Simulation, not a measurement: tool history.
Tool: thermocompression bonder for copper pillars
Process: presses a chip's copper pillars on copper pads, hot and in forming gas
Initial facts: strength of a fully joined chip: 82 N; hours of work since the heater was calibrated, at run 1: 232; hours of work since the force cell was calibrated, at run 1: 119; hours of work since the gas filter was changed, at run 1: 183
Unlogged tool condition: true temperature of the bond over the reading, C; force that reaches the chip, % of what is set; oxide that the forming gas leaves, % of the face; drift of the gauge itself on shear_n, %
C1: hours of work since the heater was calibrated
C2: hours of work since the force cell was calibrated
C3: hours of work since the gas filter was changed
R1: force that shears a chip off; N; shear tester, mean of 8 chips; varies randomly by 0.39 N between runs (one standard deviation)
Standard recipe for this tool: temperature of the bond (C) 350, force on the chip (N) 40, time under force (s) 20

run 1 day=0.000 | temperature_of_the_bond_(C)=350 force_on_the_chip_(N)=40 time_under_force_(s)=20 | C1=232 C2=119 C3=183 | R1=32.8
run 2 day=0.467 | temperature_of_the_bond_(C)=350 force_on_the_chip_(N)=40 time_under_force_(s)=20 | C1=236 C2=124 C3=188 | R1=32.2
run 3 day=1.229 | temperature_of_the_bond_(C)=350 force_on_the_chip_(N)=40 time_under_force_(s)=20 | C1=244 C2=131 C3=195 | R1=32.9
run 4 day=1.567 | temperature_of_the_bond_(C)=377 force_on_the_chip_(N)=40 time_under_force_(s)=20 | C1=247 C2=135 C3=199 | R1=41.1
run 5 day=2.225 | temperature_of_the_bond_(C)=377 force_on_the_chip_(N)=40 time_under_force_(s)=20 | C1=253 C2=141 C3=205 | R1=41.1
run 6 day=2.625 | temperature_of_the_bond_(C)=350 force_on_the_chip_(N)=39 time_under_force_(s)=20 | C1=257 C2=145 C3=209 | R1=32.0
run 7 day=3.079 | temperature_of_the_bond_(C)=350 force_on_the_chip_(N)=39 time_under_force_(s)=20 | C1=262 C2=149 C3=213 | R1=32.0
run 8 day=3.500 | temperature_of_the_bond_(C)=350 force_on_the_chip_(N)=39 time_under_force_(s)=20 | C1=266 C2=153 C3=217 | R1=30.8
run 9 day=4.125 | temperature_of_the_bond_(C)=350 force_on_the_chip_(N)=39 time_under_force_(s)=20 | C1=272 C2=159 C3=223 | R1=31.6
run 10 day=4.567 | temperature_of_the_bond_(C)=350 force_on_the_chip_(N)=39 time_under_force_(s)=20 | C1=276 C2=164 C3=228 | R1=31.3
-- day=4.683 force cell calibrated
run 11 day=5.308 | temperature_of_the_bond_(C)=350 force_on_the_chip_(N)=40 time_under_force_(s)=20 | C1=282 C2=6 C3=234 | R1=32.3
run 12 day=5.842 | temperature_of_the_bond_(C)=350 force_on_the_chip_(N)=40 time_under_force_(s)=13 | C1=288 C2=11 C3=239 | R1=27.2
run 13 day=6.612 | temperature_of_the_bond_(C)=350 force_on_the_chip_(N)=40 time_under_force_(s)=13 | C1=295 C2=19 C3=247 | R1=27.8
run 14 day=7.300 | temperature_of_the_bond_(C)=358 force_on_the_chip_(N)=41 time_under_force_(s)=16 | C1=302 C2=25 C3=253 | R1=32.2
run 15 day=7.892 | temperature_of_the_bond_(C)=358 force_on_the_chip_(N)=41 time_under_force_(s)=16 | C1=307 C2=31 C3=259 | R1=32.7
-- day=8.446 force cell calibrated, once more
run 16 day=8.671 | temperature_of_the_bond_(C)=358 force_on_the_chip_(N)=41 time_under_force_(s)=16 | C1=314 C2=2 C3=266 | R1=33.2
run 17 day=9.242 | temperature_of_the_bond_(C)=342 force_on_the_chip_(N)=40 time_under_force_(s)=16 | C1=320 C2=8 C3=271 | R1=27.6
run 18 day=9.950 | temperature_of_the_bond_(C)=378 force_on_the_chip_(N)=29 time_under_force_(s)=16 | C1=327 C2=15 C3=278 | R1=32.0
run 19 day=10.458 | temperature_of_the_bond_(C)=368 force_on_the_chip_(N)=31 time_under_force_(s)=18 | C1=332 C2=19 C3=283 | R1=31.5
run 20 day=11.033 | temperature_of_the_bond_(C)=368 force_on_the_chip_(N)=31 time_under_force_(s)=18 | C1=337 C2=25 C3=289 | R1=32.5
run 21 day=11.683 | temperature_of_the_bond_(C)=347 force_on_the_chip_(N)=25 time_under_force_(s)=14 | C1=343 C2=31 C3=295 | R1=20.9
run 22 day=12.221 | temperature_of_the_bond_(C)=328 force_on_the_chip_(N)=46 time_under_force_(s)=20 | C1=349 C2=36 C3=300 | R1=28.5
run 23 day=12.700 | temperature_of_the_bond_(C)=332 force_on_the_chip_(N)=35 time_under_force_(s)=20 | C1=353 C2=41 C3=305 | R1=25.0
run 24 day=13.217 | temperature_of_the_bond_(C)=372 force_on_the_chip_(N)=29 time_under_force_(s)=47 | C1=358 C2=46 C3=310 | R1=44.8

Forecast each of these 4 alternatives for the next run:
run A day=13.742 | temperature_of_the_bond_(C)=348 force_on_the_chip_(N)=40 time_under_force_(s)=20 | C1=363 C2=51 C3=315 | R1=?
run B day=13.742 | temperature_of_the_bond_(C)=332 force_on_the_chip_(N)=26 time_under_force_(s)=26 | C1=363 C2=51 C3=315 | R1=?
run C day=13.742 | temperature_of_the_bond_(C)=376 force_on_the_chip_(N)=25 time_under_force_(s)=27 | C1=363 C2=51 C3=315 | R1=?
run D day=13.742 | temperature_of_the_bond_(C)=327 force_on_the_chip_(N)=47 time_under_force_(s)=17 | C1=363 C2=51 C3=315 | R1=?

run=A R1=31.5
run=B R1=22.7
run=C R1=34.9
run=D R1=26.8
Without the tool's unlogged condition, the same runs would have read:
run=A R1=31.7
run=B R1=22.8
run=C R1=35.4
run=D R1=26.9
